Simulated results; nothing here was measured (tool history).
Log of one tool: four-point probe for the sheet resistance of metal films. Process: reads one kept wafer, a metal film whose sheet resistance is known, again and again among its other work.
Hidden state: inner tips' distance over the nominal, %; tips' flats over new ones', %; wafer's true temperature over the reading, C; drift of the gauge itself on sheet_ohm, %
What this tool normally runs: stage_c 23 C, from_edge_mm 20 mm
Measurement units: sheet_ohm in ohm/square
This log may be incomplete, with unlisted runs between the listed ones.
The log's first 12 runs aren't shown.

run	hour	stage_c	from_edge_mm	touches since the probe head was changed	hours of work since the stage's thermometer was calibrated	sheet_ohm
13	277.7	23	11	18433	1454	22.646787
14	291.3	28	11	18842	1461	22.716552
15	319.7	23	3	19700	1476	24.44069
16	342.5	23	3	20389	1488	24.455443
17	367.7	23	3	21152	1502	24.444137
18	392	27	20	21887	1515	22.592306
19	406.3	27	20	22318	1523	22.591868
20	426.4	23	20	22925	1533	22.527681
21	445.6	23	20	23505	1544	22.526322
22	465.9	23	20	24118	1554	22.532514
23	485.5	23	20	24712	1565	22.527035
24	510.6	22	20	25468	1578	22.508551
25	538.2	22	20	26304	1593	22.509116
26	555.2	22	20	26818	1602	22.509302
27	578.3	21	23	27515	1615	22.484985
28	598.9	21	10	28136	1626	22.637567
29	621.3	21	10	28814	1638	22.648609

Predict the results of run 30:
30	647.5	31	4	29605	1652	?

sheet_ohm: 23.753883 ohm/square
Take away the tool's hidden state, keep the run-to-run variation as it was, and the same run would have given sheet_ohm 23.850596 ohm/square.

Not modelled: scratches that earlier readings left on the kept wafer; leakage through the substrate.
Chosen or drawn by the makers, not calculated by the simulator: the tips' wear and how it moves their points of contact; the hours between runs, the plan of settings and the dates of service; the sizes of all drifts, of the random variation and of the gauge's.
